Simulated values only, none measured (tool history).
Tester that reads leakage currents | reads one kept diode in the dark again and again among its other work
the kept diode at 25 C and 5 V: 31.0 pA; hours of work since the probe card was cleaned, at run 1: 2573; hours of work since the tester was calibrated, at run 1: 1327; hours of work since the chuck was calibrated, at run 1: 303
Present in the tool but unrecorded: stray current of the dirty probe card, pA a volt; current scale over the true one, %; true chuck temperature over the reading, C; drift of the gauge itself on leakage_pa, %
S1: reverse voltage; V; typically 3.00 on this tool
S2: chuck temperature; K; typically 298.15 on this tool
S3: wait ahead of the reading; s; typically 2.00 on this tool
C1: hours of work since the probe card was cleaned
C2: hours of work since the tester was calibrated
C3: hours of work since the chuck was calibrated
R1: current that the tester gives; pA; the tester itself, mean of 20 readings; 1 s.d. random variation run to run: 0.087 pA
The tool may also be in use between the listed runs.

run 1 day=0.000 | S1=3.00 S2=298.15 S3=2.00 | C1=2573 C2=1327 C3=303 | R1=31.56
run 2 day=8.429 | S1=3.00 S2=298.15 S3=2.00 | C1=2724 C2=1478 C3=454 | R1=33.03
run 3 day=14.233 | S1=3.00 S2=312.15 S3=2.00 | C1=2828 C2=1582 C3=558 | R1=79.35
run 4 day=18.675 | S1=3.00 S2=312.15 S3=2.00 | C1=2908 C2=1662 C3=638 | R1=81.40
-- day=23.333 chuck's temperature calibrated
run 5 day=27.779 | S1=3.00 S2=298.15 S3=4.95 | C1=3070 C2=1824 C3=80 | R1=37.04
run 6 day=34.112 | S1=3.00 S2=298.15 S3=4.95 | C1=3183 C2=1938 C3=193 | R1=38.28
run 7 day=39.096 | S1=3.00 S2=298.15 S3=4.95 | C1=3273 C2=2027 C3=283 | R1=39.24
-- day=42.021 probe card cleaned and baked
-- day=44.475 chuck's temperature calibrated, once more
run 8 day=44.475 | S1=3.00 S2=298.15 S3=4.95 | C1=43 C2=2120 C3=0 | R1=23.17
run 9 day=49.938 | S1=19.25 S2=298.15 S3=0.72 | C1=141 C2=2218 C3=98 | R1=76.74
run 10 day=58.367 | S1=4.35 S2=298.15 S3=2.00 | C1=292 C2=2369 C3=249 | R1=31.60
run 11 day=67.358 | S1=4.35 S2=298.15 S3=2.00 | C1=453 C2=2530 C3=411 | R1=33.87
run 12 day=72.638 | S1=1.53 S2=299.15 S3=2.00 | C1=548 C2=2625 C3=505 | R1=20.09
run 13 day=78.079 | S1=1.53 S2=299.15 S3=2.00 | C1=645 C2=2723 C3=603 | R1=20.65
-- day=84.112 chuck's temperature calibrated
run 14 day=84.112 | S1=1.53 S2=300.15 S3=0.45 | C1=752 C2=2829 C3=0 | R1=20.05
run 15 day=92.546 | S1=13.58 S2=298.15 S3=2.00 | C1=903 C2=2981 C3=151 | R1=69.01
run 16 day=99.012 | S1=3.72 S2=311.15 S3=1.23 | C1=1019 C2=3097 C3=267 | R1=74.91

Table of differences, measured result less the result of that run with no hidden state. Run-to-run variation is the same in both. Gauge scatter possibly is not:
run=1 R1=+7.91
run=2 R1=+9.31
run=3 R1=+14.85
run=4 R1=+16.61
run=5 R1=+13.69
run=6 R1=+14.86
run=7 R1=+15.84
run=8 R1=-0.19
run=9 R1=+3.09
run=10 R1=+2.57
run=11 R1=+4.46
run=12 R1=+2.77
run=13 R1=+3.39
run=14 R1=+0.72
run=15 R1=+12.38
run=16 R1=+6.74
